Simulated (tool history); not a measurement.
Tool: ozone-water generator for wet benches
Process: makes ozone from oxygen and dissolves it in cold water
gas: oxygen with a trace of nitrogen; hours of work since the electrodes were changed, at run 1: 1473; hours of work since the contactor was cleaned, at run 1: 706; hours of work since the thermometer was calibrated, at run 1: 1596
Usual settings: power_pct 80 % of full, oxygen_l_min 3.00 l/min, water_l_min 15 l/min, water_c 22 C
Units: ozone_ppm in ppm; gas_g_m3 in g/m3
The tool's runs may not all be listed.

run	hour	power_pct	oxygen_l_min	water_l_min	water_c	hours of work since the electrodes were changed	hours of work since the contactor was cleaned	hours of work since the thermometer was calibrated	ozone_ppm	gas_g_m3
1	0.0	80	3.00	15	22	1473	706	1596	18.7	224.5
2	65.7	80	3.00	15	22	1519	752	1642	18.8	224.0
3	143.4	80	3.56	15	22	1573	806	1696	18.6	204.1
4	212.0	80	3.00	15	21	1622	854	1744	18.8	222.9
5	314.4	80	3.00	15	21	1693	926	1816	18.7	223.0
6	457.3	80	3.00	15	21	1794	1026	1916	18.5	221.2
7	586.4	80	3.00	15	21	1884	1117	2007	18.4	221.3
8	720.7	80	3.00	15	21	1978	1211	2101	18.5	218.7
9	783.2	80	3.00	15	21	2022	1255	2145	18.1	219.8
10	912.2	80	3.00	15	21	2113	1346	2235	18.3	217.4
# hour 922.3: water thermometer calibrated
11	983.7	80	3.00	15	20	2162	1395	43	18.3	218.3
12	1080.3	80	4.13	15	26	2230	1463	111	16.8	181.9
13	1217.1	80	3.33	15	16	2326	1559	207	19.2	204.5
14	1299.8	80	3.33	15	16	2384	1617	265	19.3	202.8
15	1417.4	80	3.33	15	16	2467	1699	347	19.0	203.6
16	1553.5	47	2.79	11	26	2562	1795	443	13.6	142.4
17	1675.2	71	3.00	15	27	2647	1880	528	14.6	193.2

Forecast each of these 4 alternatives for the next run:
# hour 1781.3: water thermometer calibrated, once more
A	1818.8	44	3.55	15	18	2748	1981	26	?	?
# hour 1781.3: water thermometer calibrated, once more
B	1818.8	60	3.00	15	27	2748	1981	26	?	?
# hour 1781.3: water thermometer calibrated, once more
C	1818.8	80	3.00	11	22	2748	1981	26	?	?
# hour 1781.3: water thermometer calibrated, once more
D	1818.8	80	1.73	15	22	2748	1981	26	?	?

run	ozone_ppm	gas_g_m3
A	11.1	117.5
B	12.7	166.9
C	23.0	210.6
D	16.3	281.4
Without the tool's hidden state the same runs would have given:
run	ozone_ppm	gas_g_m3
A	12.3	126.0
B	14.5	185.0
C	26.9	240.7
D	19.2	321.8
